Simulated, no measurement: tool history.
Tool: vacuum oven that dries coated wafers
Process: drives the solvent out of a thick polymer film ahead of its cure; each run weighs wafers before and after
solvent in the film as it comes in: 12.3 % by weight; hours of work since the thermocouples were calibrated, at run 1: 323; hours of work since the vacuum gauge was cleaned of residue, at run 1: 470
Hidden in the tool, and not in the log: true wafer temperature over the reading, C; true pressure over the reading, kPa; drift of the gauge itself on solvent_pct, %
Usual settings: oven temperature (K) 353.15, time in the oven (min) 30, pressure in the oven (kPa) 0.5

| run | hour | oven temperature (K) | time in the oven (min) | pressure in the oven (kPa) | hours of work since the thermocouples were calibrated | hours of work since the vacuum gauge was cleaned of residue | solvent left in the film (%) |
|---|---|---|---|---|---|---|---|
| 1 | 0 | 353.15 | 30 | 0.5 | 323 | 470 | 1.32 |
| 2 | 15.7 | 353.15 | 30 | 0.5 | 334 | 481 | 1.4 |
| 3 | 30.3 | 353.15 | 30 | 0.5 | 344 | 491 | 1.37 |
| 4 | 47.7 | 353.15 | 30 | 0.5 | 356 | 503 | 1.42 |
| 5 | 56.5 | 353.15 | 23 | 0.5 | 361 | 508 | 2.05 |
| 6 | 66.5 | 353.15 | 23 | 0.5 | 368 | 515 | 2.03 |
| 7 | 85.4 | 353.15 | 23 | 0.5 | 381 | 528 | 1.96 |
| 8 | 103.8 | 353.15 | 23 | 0.5 | 393 | 540 | 1.97 |
| 9 | 121.6 | 353.15 | 23 | 0.5 | 405 | 552 | 2.05 |
| 10 | 140.4 | 346.15 | 47 | 1.941 | 418 | 565 | 2.99 |
| 11 | 157.4 | 348.15 | 31 | 1.732 | 429 | 576 | 3.14 |
| 12 | 170.6 | 348.15 | 31 | 1.732 | 438 | 585 | 3.26 |
| 13 | 179 | 348.15 | 31 | 1.732 | 444 | 591 | 3.15 |
| 14 | 192.1 | 348.15 | 31 | 1.732 | 453 | 600 | 3.26 |
| 15 | 209.3 | 368.15 | 30 | 0.5 | 464 | 611 | 0.32 |
| 16 | 228.4 | 363.15 | 22 | 0.357 | 477 | 624 | 0.72 |
| 17 | 244 | 363.15 | 22 | 0.357 | 488 | 635 | 0.82 |
| 18 | 258.8 | 346.15 | 21 | 0.308 | 497 | 644 | 3.36 |

4 ways to go on from here, each from the tool as it stands after run 18. What would each give?
| A | 269.7 | 355.15 | 51 | 1.82 | 505 | 652 | ? |
| B | 269.7 | 359.15 | 30 | 0.5 | 505 | 652 | ? |
| C | 269.7 | 363.15 | 16 | 0.434 | 505 | 652 | ? |
| D | 269.7 | 342.15 | 48 | 0.5 | 505 | 652 | ? |

| run | solvent left in the film (%) |
|---|---|
| A | 1.67 |
| B | 0.79 |
| C | 1.37 |
| D | 1.99 |
Without the tool's hidden state the same runs would have given:
| run | solvent left in the film (%) |
|---|---|
| A | 1.57 |
| B | 0.71 |
| C | 1.39 |
| D | 1.89 |
